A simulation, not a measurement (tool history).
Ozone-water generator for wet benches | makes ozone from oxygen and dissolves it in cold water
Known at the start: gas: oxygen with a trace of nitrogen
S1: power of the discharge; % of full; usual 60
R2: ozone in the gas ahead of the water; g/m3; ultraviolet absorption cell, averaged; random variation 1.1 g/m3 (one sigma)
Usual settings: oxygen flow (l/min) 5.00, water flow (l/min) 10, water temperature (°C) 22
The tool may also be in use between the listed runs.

run 1 day=0.000 | S1=60 oxygen_flow_(l/min)=5.00 water_flow_(l/min)=10 water_temperature_(°C)=22 | dissolved_ozone_(ppm)=25.3 R2=188.9
run 2 day=4.092 | S1=60 oxygen_flow_(l/min)=5.00 water_flow_(l/min)=10 water_temperature_(°C)=24 | dissolved_ozone_(ppm)=24.5 R2=190.3
run 3 day=8.638 | S1=60 oxygen_flow_(l/min)=5.00 water_flow_(l/min)=10 water_temperature_(°C)=24 | dissolved_ozone_(ppm)=24.1 R2=188.3
run 4 day=12.529 | S1=60 oxygen_flow_(l/min)=5.00 water_flow_(l/min)=10 water_temperature_(°C)=22 | dissolved_ozone_(ppm)=25.1 R2=188.5
run 5 day=15.525 | S1=60 oxygen_flow_(l/min)=5.00 water_flow_(l/min)=7 water_temperature_(°C)=22 | dissolved_ozone_(ppm)=30.2 R2=188.6
run 6 day=19.925 | S1=60 oxygen_flow_(l/min)=5.00 water_flow_(l/min)=7 water_temperature_(°C)=22 | dissolved_ozone_(ppm)=29.9 R2=186.5
run 7 day=26.900 | S1=60 oxygen_flow_(l/min)=3.77 water_flow_(l/min)=10 water_temperature_(°C)=19 | dissolved_ozone_(ppm)=25.3 R2=202.5
run 8 day=30.471 | S1=60 oxygen_flow_(l/min)=3.77 water_flow_(l/min)=10 water_temperature_(°C)=19 | dissolved_ozone_(ppm)=25.4 R2=204.8
run 9 day=36.138 | S1=50 oxygen_flow_(l/min)=5.00 water_flow_(l/min)=10 water_temperature_(°C)=28 | dissolved_ozone_(ppm)=19.5 R2=167.9
run 10 day=42.612 | S1=50 oxygen_flow_(l/min)=5.00 water_flow_(l/min)=10 water_temperature_(°C)=28 | dissolved_ozone_(ppm)=19.2 R2=165.6
run 11 day=47.142 | S1=50 oxygen_flow_(l/min)=5.11 water_flow_(l/min)=10 water_temperature_(°C)=28 | dissolved_ozone_(ppm)=19.0 R2=165.4
run 12 day=50.708 | S1=96 oxygen_flow_(l/min)=6.31 water_flow_(l/min)=13 water_temperature_(°C)=18 | dissolved_ozone_(ppm)=28.6 R2=217.2

Forecast each of these 5 alternatives for the next run:
run A day=55.129 | S1=96 oxygen_flow_(l/min)=6.31 water_flow_(l/min)=13 water_temperature_(°C)=29 | dissolved_ozone_(ppm)=? R2=?
run B day=55.129 | S1=96 oxygen_flow_(l/min)=2.58 water_flow_(l/min)=13 water_temperature_(°C)=20 | dissolved_ozone_(ppm)=? R2=?
run C day=55.129 | S1=69 oxygen_flow_(l/min)=5.00 water_flow_(l/min)=10 water_temperature_(°C)=16 | dissolved_ozone_(ppm)=? R2=?
run D day=55.129 | S1=79 oxygen_flow_(l/min)=5.00 water_flow_(l/min)=10 water_temperature_(°C)=22 | dissolved_ozone_(ppm)=? R2=?
run E day=55.129 | S1=80 oxygen_flow_(l/min)=5.00 water_flow_(l/min)=10 water_temperature_(°C)=19 | dissolved_ozone_(ppm)=? R2=?

run=A dissolved_ozone_(ppm)=22.3 R2=217.1
run=B dissolved_ozone_(ppm)=23.3 R2=289.2
run=C dissolved_ozone_(ppm)=28.9 R2=195.9
run=D dissolved_ozone_(ppm)=27.7 R2=209.1
run=E dissolved_ozone_(ppm)=29.4 R2=213.3
Without the tool's hidden state the same runs would have given:
run=A dissolved_ozone_(ppm)=28.9 R2=253.9
run=B dissolved_ozone_(ppm)=30.0 R2=338.3
run=C dissolved_ozone_(ppm)=36.0 R2=223.6
run=D dissolved_ozone_(ppm)=34.9 R2=241.1
run=E dissolved_ozone_(ppm)=37.2 R2=246.2
